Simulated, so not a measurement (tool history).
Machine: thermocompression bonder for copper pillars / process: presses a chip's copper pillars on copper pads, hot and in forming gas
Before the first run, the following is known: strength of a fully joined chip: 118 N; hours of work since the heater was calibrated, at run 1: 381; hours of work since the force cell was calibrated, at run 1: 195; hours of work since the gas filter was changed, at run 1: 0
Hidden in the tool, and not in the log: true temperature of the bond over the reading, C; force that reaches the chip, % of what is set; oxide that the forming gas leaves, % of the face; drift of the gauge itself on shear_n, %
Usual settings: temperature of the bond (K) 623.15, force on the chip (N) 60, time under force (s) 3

run	hour	temperature of the bond (K)	force on the chip (N)	time under force (s)	hours of work since the heater was calibrated	hours of work since the force cell was calibrated	hours of work since the gas filter was changed	force that shears a chip off (N)
1	0.0	623.15	60	3	381	195	0	52.6
2	83.0	623.15	60	3	445	259	64	52.7
3	161.6	623.15	60	4	505	319	124	58.3
4	225.2	623.15	60	4	554	368	172	57.7
5	303.6	623.15	60	5	614	428	232	62.5
# hour 344.0: forming gas filter changed
6	359.5	623.15	60	4	656	470	12	59.1
# hour 367.5: heater calibrated with a thermocouple chip
7	414.0	623.15	60	4	36	510	52	59.6
8	472.1	623.15	60	3	80	555	96	53.6
9	524.9	623.15	60	3	120	595	137	53.4
10	567.2	623.15	60	3	153	628	169	53.8
11	637.2	626.15	75	2	206	681	223	52.8
# hour 684.4: forming gas filter changed
12	717.9	621.15	54	9	268	742	26	73.3

What does the tool deliver on the next run?
# hour 730.8: heater calibrated with a thermocouple chip, once more
13	773.7	621.15	54	9	33	784	67	?

{"run 13": {"force that shears a chip off (N)": 70.9}}
Minus the tool's unlogged condition, the same run would have read force that shears a chip off (N) 70.8.
